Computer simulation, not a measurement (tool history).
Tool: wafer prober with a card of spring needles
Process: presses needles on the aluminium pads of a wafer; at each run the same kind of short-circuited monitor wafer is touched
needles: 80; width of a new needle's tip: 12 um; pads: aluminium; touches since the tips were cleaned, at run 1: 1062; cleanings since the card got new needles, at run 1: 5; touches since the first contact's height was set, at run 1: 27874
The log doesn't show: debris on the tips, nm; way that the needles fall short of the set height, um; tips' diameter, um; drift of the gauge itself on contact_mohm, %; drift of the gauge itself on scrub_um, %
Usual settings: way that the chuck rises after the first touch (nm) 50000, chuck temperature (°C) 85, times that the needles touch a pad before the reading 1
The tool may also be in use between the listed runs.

run	day	way that the chuck rises after the first touch (nm)	chuck temperature (°C)	times that the needles touch a pad before the reading	touches since the tips were cleaned	cleanings since the card got new needles	touches since the first contact's height was set	resistance of one needle with its contact and lead (mohm)	way that a needle slides on the pad (nm)
1	0.000	50000	85	1	1062	5	27874	356	6080
# day 0.896: tips cleaned on abrasive film
2	0.946	50000	85	1	187	6	31411	301	6080
# day 2.121: tips cleaned on abrasive film
3	2.217	50000	85	1	372	7	36165	310	6030
4	3.250	50000	85	1	4240	7	40033	473	6020
# day 3.362: tips cleaned on abrasive film
5	4.346	50000	85	3	3688	8	44129	348	5960
# day 4.571: tips cleaned on abrasive film
6	5.392	50000	85	3	3088	9	48045	338	6030
# day 5.846: tips cleaned on abrasive film
7	6.625	50000	85	3	2921	10	52646	334	5990
# day 7.129: tips cleaned on abrasive film
8	7.667	50000	85	3	2011	11	56542	317	6000
# day 8.304: tips cleaned on abrasive film
9	8.304	31000	85	2	0	12	58915	311	3710
10	9.092	31000	85	2	2961	12	61876	525	3660
# day 9.500: tips cleaned on abrasive film
11	9.954	53000	85	2	1703	13	65094	341	6290
# day 10.712: tips cleaned on abrasive film
12	10.817	51000	29	3	396	14	68316	276	6090
# day 11.979: tips cleaned on abrasive film
13	12.154	53000	98	1	643	15	73310	342	6310
14	13.129	41000	80	1	4305	15	76972	579	4840
# day 13.217: tips cleaned on abrasive film
# day 14.433: tips cleaned on abrasive film
15	14.512	61000	82	1	296	17	82139	295	7230
16	15.150	54000	85	1	2679	17	84522	416	6410

Forecast each of these 3 alternatives for the next run:
# day 15.671: tips cleaned on abrasive film
A	16.225	50000	67	1	2072	18	88538	?	?
# day 15.671: tips cleaned on abrasive film
B	16.225	54000	85	1	2072	18	88538	?	?
# day 15.671: tips cleaned on abrasive film
C	16.225	61000	35	3	2072	18	88538	?	?

run	resistance of one needle with its contact and lead (mohm)	way that a needle slides on the pad (nm)
A	428	5910
B	411	6420
C	301	7270
Without the tool's hidden state the same runs would have given:
run	resistance of one needle with its contact and lead (mohm)	way that a needle slides on the pad (nm)
A	270	6110
B	275	6630
C	258	7480
